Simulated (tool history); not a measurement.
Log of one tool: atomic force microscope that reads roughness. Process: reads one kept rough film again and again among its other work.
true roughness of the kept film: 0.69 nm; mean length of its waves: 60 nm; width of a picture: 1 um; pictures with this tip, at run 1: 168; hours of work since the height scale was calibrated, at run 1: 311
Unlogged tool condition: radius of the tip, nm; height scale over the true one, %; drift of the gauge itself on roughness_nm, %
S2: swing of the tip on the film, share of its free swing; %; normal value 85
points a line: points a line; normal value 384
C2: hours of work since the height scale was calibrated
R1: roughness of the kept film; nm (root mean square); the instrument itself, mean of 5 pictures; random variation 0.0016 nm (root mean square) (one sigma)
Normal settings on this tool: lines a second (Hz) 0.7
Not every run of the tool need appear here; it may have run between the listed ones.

run 1 hour=0 | lines_a_second_(Hz)=0.7 S2=85 points_a_line=384 | pictures_with_this_tip=168 C2=311 | R1=0.634
-- hour=20 new tip fitted
run 2 hour=43.1 | lines_a_second_(Hz)=0.7 S2=85 points_a_line=384 | pictures_with_this_tip=31 C2=332 | R1=0.634
run 3 hour=102.5 | lines_a_second_(Hz)=0.7 S2=85 points_a_line=384 | pictures_with_this_tip=109 C2=361 | R1=0.634
run 4 hour=138.8 | lines_a_second_(Hz)=0.7 S2=85 points_a_line=384 | pictures_with_this_tip=157 C2=378 | R1=0.634
-- hour=166.9 new tip fitted
run 5 hour=171.6 | lines_a_second_(Hz)=1.692 S2=85 points_a_line=384 | pictures_with_this_tip=6 C2=394 | R1=0.574
run 6 hour=226.7 | lines_a_second_(Hz)=1.209 S2=85 points_a_line=384 | pictures_with_this_tip=79 C2=420 | R1=0.603
run 7 hour=273.3 | lines_a_second_(Hz)=1.209 S2=85 points_a_line=384 | pictures_with_this_tip=140 C2=443 | R1=0.604
-- hour=315.2 new tip fitted
run 8 hour=324.4 | lines_a_second_(Hz)=1.209 S2=85 points_a_line=384 | pictures_with_this_tip=12 C2=467 | R1=0.6
run 9 hour=365.1 | lines_a_second_(Hz)=0.557 S2=62 points_a_line=299 | pictures_with_this_tip=66 C2=487 | R1=0.669
run 10 hour=424.8 | lines_a_second_(Hz)=0.557 S2=62 points_a_line=299 | pictures_with_this_tip=145 C2=515 | R1=0.67
-- hour=460.8 new tip fitted
run 11 hour=485.4 | lines_a_second_(Hz)=0.557 S2=62 points_a_line=299 | pictures_with_this_tip=33 C2=544 | R1=0.67
run 12 hour=533.3 | lines_a_second_(Hz)=0.557 S2=62 points_a_line=299 | pictures_with_this_tip=96 C2=567 | R1=0.672
run 13 hour=581.4 | lines_a_second_(Hz)=0.557 S2=62 points_a_line=299 | pictures_with_this_tip=160 C2=590 | R1=0.671
-- hour=606.8 new tip fitted
run 14 hour=634 | lines_a_second_(Hz)=0.557 S2=62 points_a_line=299 | pictures_with_this_tip=35 C2=615 | R1=0.671
run 15 hour=694.6 | lines_a_second_(Hz)=0.557 S2=62 points_a_line=299 | pictures_with_this_tip=116 C2=645 | R1=0.672
run 16 hour=730.5 | lines_a_second_(Hz)=0.969 S2=90 points_a_line=325 | pictures_with_this_tip=163 C2=662 | R1=0.601

Here are 5 independent what-if runs from the current tool condition. What would each one return?
-- hour=754.7 new tip fitted
run A hour=793.3 | lines_a_second_(Hz)=0.969 S2=78 points_a_line=325 | pictures_with_this_tip=52 C2=692 | R1=?
-- hour=754.7 new tip fitted
run B hour=793.3 | lines_a_second_(Hz)=2.133 S2=72 points_a_line=325 | pictures_with_this_tip=52 C2=692 | R1=?
-- hour=754.7 new tip fitted
run C hour=793.3 | lines_a_second_(Hz)=3.884 S2=86 points_a_line=384 | pictures_with_this_tip=52 C2=692 | R1=?
-- hour=754.7 new tip fitted
run D hour=793.3 | lines_a_second_(Hz)=0.969 S2=82 points_a_line=325 | pictures_with_this_tip=52 C2=692 | R1=?
-- hour=754.7 new tip fitted
run E hour=793.3 | lines_a_second_(Hz)=0.949 S2=62 points_a_line=300 | pictures_with_this_tip=52 C2=692 | R1=?

run=A R1=0.637
run=B R1=0.608
run=C R1=0.469
run=D R1=0.621
run=E R1=0.667
Take away the tool's hidden state, keep each run's random variation, and the runs would have read:
run=A R1=0.637
run=B R1=0.608
run=C R1=0.469
run=D R1=0.621
run=E R1=0.667
